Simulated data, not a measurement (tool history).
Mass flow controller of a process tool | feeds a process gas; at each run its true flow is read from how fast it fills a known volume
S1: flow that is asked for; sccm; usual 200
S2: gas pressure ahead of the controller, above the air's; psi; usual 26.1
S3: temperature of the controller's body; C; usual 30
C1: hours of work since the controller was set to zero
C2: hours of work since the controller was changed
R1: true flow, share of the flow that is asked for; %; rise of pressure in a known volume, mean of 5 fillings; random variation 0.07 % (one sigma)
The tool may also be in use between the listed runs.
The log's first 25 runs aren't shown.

run,hour,S1,S2,S3,C1,C2,R1
26,3339.1,55,39.0,20,78,78,99.36
27,3506.2,58,31.3,27,155,155,99.43
# hour 3588.3: controller's zero set anew, once more
28,3624.3,58,31.3,27,17,210,99.03
29,3753.2,414,27.0,33,76,269,99.39
30,3871.3,65,21.5,38,131,324,98.97
31,3965.1,200,26.0,21,175,368,99.76
32,4101.1,200,26.0,21,237,431,99.81
33,4254.3,200,26.0,21,308,501,99.86
34,4344.2,144,21.8,30,350,543,99.55
35,4501.3,92,23.8,30,423,616,99.55

3 ways to go on from here, each from the tool as it stands after run 35. What would each give?
A,4664.8,384,27.6,33,499,692,?
B,4664.8,100,35.8,40,499,692,?
C,4664.8,92,23.8,29,499,692,?

run,R1
A,99.26
B,98.60
C,99.58
Without the tool's hidden state the same runs would have given:
run,R1
A,99.40
B,98.29
C,99.22

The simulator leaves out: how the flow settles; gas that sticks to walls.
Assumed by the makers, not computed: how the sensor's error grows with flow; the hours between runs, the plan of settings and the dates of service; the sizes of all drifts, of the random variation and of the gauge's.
